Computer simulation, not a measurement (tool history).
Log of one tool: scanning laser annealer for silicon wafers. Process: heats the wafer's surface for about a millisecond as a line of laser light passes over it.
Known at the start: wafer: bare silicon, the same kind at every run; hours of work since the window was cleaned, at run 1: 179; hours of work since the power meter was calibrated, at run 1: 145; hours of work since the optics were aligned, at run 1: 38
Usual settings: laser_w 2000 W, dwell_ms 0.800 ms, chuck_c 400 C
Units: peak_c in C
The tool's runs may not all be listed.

run   hour  laser_w  dwell_ms  chuck_c  hours of work since the window was cleaned  hours of work since the power meter was calibrated  hours of work since the optics were aligned  peak_c
  1    0.0     2000     0.800      400                                         179                                                 145                                           38    1183
  2   12.4     2000     0.800      412                                         186                                                 152                                           45    1196
  3   24.4     2000     0.728      400                                         192                                                 158                                           52    1143
  4   34.8     2000     0.728      400                                         198                                                 164                                           57    1142
  5   44.1     2000     0.728      400                                         203                                                 169                                           63    1146
  6   50.8     2000     0.851      400                                         207                                                 173                                           66    1208
  7   58.1     2000     0.851      400                                         211                                                 177                                           71    1205
  8   69.1     2000     0.903      400                                         217                                                 183                                           77    1232
  9   77.9     2000     0.903      400                                         222                                                 188                                           82    1231
 10   87.5     1858     0.898      404                                         228                                                 194                                           87    1158
      91.8  -- laser's power meter calibrated
 11   97.0     1969     0.623      400                                         231                                                   3                                           91    1068
 12  108.0     1969     0.623      400                                         238                                                   9                                           97    1068
 13  118.6     1877     0.940      376                                         243                                                  15                                          103    1158
 14  128.5     1877     0.940      376                                         249                                                  21                                          108    1157
 15  134.9     1815     0.940      381                                         253                                                  24                                          112    1130
 16  143.9     1815     0.940      381                                         258                                                  29                                          117    1129
 17  155.6     1815     0.940      381                                         264                                                  36                                          123    1127
     172.4  -- laser's power meter calibrated, once more
 18  172.5     2000     0.800      412                                         272                                                   0                                          131    1183

4 ways to go on from here, each from the tool as it stands after run 18. What would each give?
  A  185.5     1987     0.843      400                                         279                                                   7                                          138       ?
  B  185.5     2058     0.640      391                                         279                                                   7                                          138       ?
  C  185.5     2181     0.560      361                                         279                                                   7                                          138       ?
  D  185.5     2054     0.749      400                                         279                                                   7                                          138       ?

run  peak_c
  A    1185
  B    1103
  C    1074
  D    1171
Without the tool's hidden state the same runs would have given:
run  peak_c
  A    1223
  B    1137
  C    1109
  D    1208

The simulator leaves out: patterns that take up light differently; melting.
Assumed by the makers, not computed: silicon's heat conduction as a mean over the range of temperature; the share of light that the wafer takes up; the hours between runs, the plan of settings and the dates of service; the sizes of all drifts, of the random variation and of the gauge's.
